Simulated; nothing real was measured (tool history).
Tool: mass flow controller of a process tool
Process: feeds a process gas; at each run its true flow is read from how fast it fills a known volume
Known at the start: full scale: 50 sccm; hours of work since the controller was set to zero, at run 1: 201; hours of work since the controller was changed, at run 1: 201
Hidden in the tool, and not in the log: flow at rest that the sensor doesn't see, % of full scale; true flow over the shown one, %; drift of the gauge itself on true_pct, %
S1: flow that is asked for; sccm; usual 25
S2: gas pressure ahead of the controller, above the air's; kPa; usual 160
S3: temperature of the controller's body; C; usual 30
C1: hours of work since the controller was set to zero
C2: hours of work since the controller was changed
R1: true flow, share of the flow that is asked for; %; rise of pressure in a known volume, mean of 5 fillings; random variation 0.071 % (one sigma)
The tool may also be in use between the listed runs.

| run | day | S1 | S2 | S3 | C1 | C2 | R1 |
|---|---|---|---|---|---|---|---|
| 1 | 0 | 25 | 160 | 30 | 201 | 201 | 99.51 |
| 2 | 9.367 | 25 | 160 | 29 | 294 | 294 | 99.42 |
| 3 | 19.792 | 18 | 160 | 30 | 397 | 397 | 99.27 |
| 4 | 26.292 | 18 | 160 | 30 | 462 | 462 | 99.27 |
| 5 | 36.654 | 18 | 160 | 30 | 564 | 564 | 99.29 |
| 6 | 48.829 | 7 | 160 | 30 | 685 | 685 | 98.77 |
| 7 | 56.283 | 14 | 160 | 30 | 759 | 759 | 99.09 |
| 8 | 67.096 | 25 | 160 | 30 | 866 | 866 | 99.51 |
| 9 | 82.446 | 25 | 160 | 30 | 1018 | 1018 | 99.41 |
| 10 | 95.208 | 25 | 263 | 30 | 1144 | 1144 | 99.24 |
| 11 | 104.708 | 26 | 263 | 30 | 1238 | 1238 | 99.23 |
| 12 | 111.55 | 29 | 160 | 30 | 1306 | 1306 | 99.81 |
| 13 | 124.133 | 25 | 204 | 30 | 1430 | 1430 | 99.56 |
| 14 | 138.35 | 20 | 160 | 30 | 1571 | 1571 | 99.47 |
| 15 | 145.721 | 13 | 232 | 23 | 1644 | 1644 | 98.47 |
| 16 | 155.821 | 13 | 232 | 23 | 1744 | 1744 | 98.51 |
| 17 | 166.679 | 12 | 185 | 26 | 1852 | 1852 | 98.92 |
| 18 | 175.262 | 50 | 248 | 26 | 1937 | 1937 | 100.02 |
| 19 | 186.088 | 50 | 225 | 26 | 2044 | 2044 | 100.28 |
| 20 | 197.758 | 12 | 140 | 36 | 2159 | 2159 | 99.75 |

Measured less the same run without the tool's hidden state. The same run-to-run variation is in both; the gauge's scatter may not be:
| run | R1 |
|---|---|
| 1 | +0 |
| 2 | +0.01 |
| 3 | +0.03 |
| 4 | +0.04 |
| 5 | +0.06 |
| 6 | +0.07 |
| 7 | +0.08 |
| 8 | +0.09 |
| 9 | +0.12 |
| 10 | +0.13 |
| 11 | +0.15 |
| 12 | +0.16 |
| 13 | +0.18 |
| 14 | +0.2 |
| 15 | +0.21 |
| 16 | +0.22 |
| 17 | +0.23 |
| 18 | +0.25 |
| 19 | +0.27 |
| 20 | +0.28 |
